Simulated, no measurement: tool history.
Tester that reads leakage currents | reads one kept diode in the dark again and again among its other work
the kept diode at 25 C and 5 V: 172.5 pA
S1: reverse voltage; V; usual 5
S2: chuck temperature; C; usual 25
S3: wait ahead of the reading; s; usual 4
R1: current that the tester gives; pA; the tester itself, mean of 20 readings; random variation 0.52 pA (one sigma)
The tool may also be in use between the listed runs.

run,hour,S1,S2,S3,R1
1,0,5,25,4,207.35
2,211.9,5,25,4,209.68
# hour 264.4: probe card cleaned and baked
# hour 305.9: chuck's temperature calibrated
3,361.5,5,49,4,1140.4
4,572.5,5,49,4,1147.32
5,770.7,5,49,4,1154.88
6,1000.3,5,49,4,1166.69
7,1216.9,5,25,4,183.27
8,1414.5,5,25,0.62,184.65
9,1684.4,3.68,25,4,161.06
# hour 1758.7: probe card cleaned and baked, once more
10,1845.8,3.68,25,4,160.36
11,1971.4,3.68,25,4,160.47
12,2115.6,3.68,25,4,161.94
13,2363.3,5,25,4,189.1
14,2527.6,5,25,0.43,191.01
15,2788.8,14.55,25,0.43,319.94
16,2943.9,14.55,25,0.43,322.13
17,3193.5,5,25,4,196.83
18,3320.8,5,36,4,480.7
19,3502.4,8.88,44,4,1153.42
20,3684,5.12,47,4,1123.69
21,3933.4,12.97,47,4,1735.25
22,4136.6,2.62,47,0.53,844.83
23,4253.8,2.62,47,0.53,844
24,4435.9,1.41,54,0.51,1057.9
# hour 4486.9: probe card cleaned and baked
# hour 4528.5: chuck's temperature calibrated
25,4696.5,5,42,0.93,679.22
# hour 4723.5: tester calibrated
26,4819,11.68,29,5.04,363.3
27,5062.8,10.53,38,1.98,713.43
28,5274.2,5,40,4,599
29,5439.2,1.5,23,4,87.76
30,5685.3,1.5,32,7.58,188.15
31,5879.3,1.09,50,2.22,643.54
32,6023.3,4.22,25,4,172.54
33,6249.4,11.84,25,4,281.5

5 ways to go on from here, each from the tool as it stands after run 33. What would each give?
A,6432.4,4.4,30,0.71,?
B,6432.4,4.49,47,4,?
C,6432.4,12.04,25,4,?
D,6432.4,3.13,25,0.67,?
E,6432.4,11.84,38,4.82,?

run,R1
A,271.27
B,1013.72
C,285
D,154.62
E,801.45
Without the tool's hidden state the same runs would have given:
run,R1
A,247.47
B,935.34
C,257.84
D,140.53
E,734.51

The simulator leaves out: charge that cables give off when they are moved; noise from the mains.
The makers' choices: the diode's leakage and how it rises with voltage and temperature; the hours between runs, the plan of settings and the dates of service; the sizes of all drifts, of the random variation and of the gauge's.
